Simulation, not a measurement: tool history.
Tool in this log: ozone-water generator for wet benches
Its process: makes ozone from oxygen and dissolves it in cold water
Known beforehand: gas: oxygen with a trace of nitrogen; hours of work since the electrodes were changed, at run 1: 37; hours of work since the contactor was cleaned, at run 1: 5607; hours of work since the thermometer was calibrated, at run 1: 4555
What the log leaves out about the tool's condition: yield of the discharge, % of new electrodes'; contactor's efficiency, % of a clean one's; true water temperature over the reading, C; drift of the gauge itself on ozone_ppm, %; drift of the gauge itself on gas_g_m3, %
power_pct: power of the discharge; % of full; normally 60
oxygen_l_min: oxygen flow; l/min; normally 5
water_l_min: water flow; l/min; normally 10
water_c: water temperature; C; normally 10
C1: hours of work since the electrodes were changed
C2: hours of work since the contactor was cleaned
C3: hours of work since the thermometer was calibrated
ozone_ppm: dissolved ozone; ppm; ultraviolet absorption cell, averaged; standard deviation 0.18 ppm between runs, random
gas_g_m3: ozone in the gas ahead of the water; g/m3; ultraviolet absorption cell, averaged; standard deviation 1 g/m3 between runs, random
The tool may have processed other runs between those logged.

run 1 hour=0 | power_pct=60 oxygen_l_min=5 water_l_min=10 water_c=10 | C1=37 C2=5607 C3=4555 | ozone_ppm=25.4 gas_g_m3=177.3
run 2 hour=18.6 | power_pct=60 oxygen_l_min=5 water_l_min=10 water_c=11 | C1=55 C2=5625 C3=4574 | ozone_ppm=25.3 gas_g_m3=174.3
run 3 hour=43.3 | power_pct=76 oxygen_l_min=5 water_l_min=10 water_c=10 | C1=80 C2=5650 C3=4598 | ozone_ppm=31.5 gas_g_m3=215.8
run 4 hour=76.4 | power_pct=76 oxygen_l_min=5 water_l_min=10 water_c=10 | C1=113 C2=5683 C3=4631 | ozone_ppm=32 gas_g_m3=214.9
run 5 hour=109.4 | power_pct=76 oxygen_l_min=5 water_l_min=10 water_c=10 | C1=146 C2=5716 C3=4664 | ozone_ppm=31.5 gas_g_m3=214.3
run 6 hour=140.3 | power_pct=76 oxygen_l_min=5 water_l_min=10 water_c=10 | C1=177 C2=5747 C3=4695 | ozone_ppm=31.8 gas_g_m3=216.7
run 7 hour=169.7 | power_pct=76 oxygen_l_min=8.39 water_l_min=10 water_c=6 | C1=206 C2=5776 C3=4725 | ozone_ppm=35.6 gas_g_m3=183.7
run 8 hour=198 | power_pct=76 oxygen_l_min=8.39 water_l_min=10 water_c=6 | C1=234 C2=5804 C3=4753 | ozone_ppm=35.1 gas_g_m3=185.2
run 9 hour=223.2 | power_pct=44 oxygen_l_min=3.04 water_l_min=9 water_c=7 | C1=259 C2=5830 C3=4778 | ozone_ppm=20.9 gas_g_m3=158.8
run 10 hour=255.1 | power_pct=93 oxygen_l_min=3.17 water_l_min=10 water_c=10 | C1=291 C2=5862 C3=4810 | ozone_ppm=35.5 gas_g_m3=304.6
run 11 hour=270.6 | power_pct=93 oxygen_l_min=3.17 water_l_min=10 water_c=10 | C1=307 C2=5877 C3=4825 | ozone_ppm=34.8 gas_g_m3=308.1
run 12 hour=301.6 | power_pct=93 oxygen_l_min=3.17 water_l_min=10 water_c=10 | C1=338 C2=5908 C3=4856 | ozone_ppm=35.6 gas_g_m3=307.3

5 options for the next run, each taken on its own from the tool as it stands now. Forecast them:
run A hour=329.3 | power_pct=60 oxygen_l_min=5 water_l_min=9 water_c=10 | C1=365 C2=5936 C3=4884 | ozone_ppm=? gas_g_m3=?
run B hour=329.3 | power_pct=65 oxygen_l_min=5.56 water_l_min=10 water_c=5 | C1=365 C2=5936 C3=4884 | ozone_ppm=? gas_g_m3=?
run C hour=329.3 | power_pct=60 oxygen_l_min=5 water_l_min=11 water_c=7 | C1=365 C2=5936 C3=4884 | ozone_ppm=? gas_g_m3=?
run D hour=329.3 | power_pct=60 oxygen_l_min=5 water_l_min=7 water_c=8 | C1=365 C2=5936 C3=4884 | ozone_ppm=? gas_g_m3=?
run E hour=329.3 | power_pct=60 oxygen_l_min=5 water_l_min=10 water_c=11 | C1=365 C2=5936 C3=4884 | ozone_ppm=? gas_g_m3=?

run=A ozone_ppm=28.5 gas_g_m3=177.7
run=B ozone_ppm=30.8 gas_g_m3=184.6
run=C ozone_ppm=24.9 gas_g_m3=178.5
run=D ozone_ppm=35.3 gas_g_m3=179.4
run=E ozone_ppm=25.4 gas_g_m3=179.9
Had the tool no hidden state, the same runs would have come out as:
run=A ozone_ppm=28.5 gas_g_m3=173.8
run=B ozone_ppm=30.8 gas_g_m3=180.6
run=C ozone_ppm=24.9 gas_g_m3=174.6
run=D ozone_ppm=35.3 gas_g_m3=175.5
run=E ozone_ppm=25.4 gas_g_m3=176
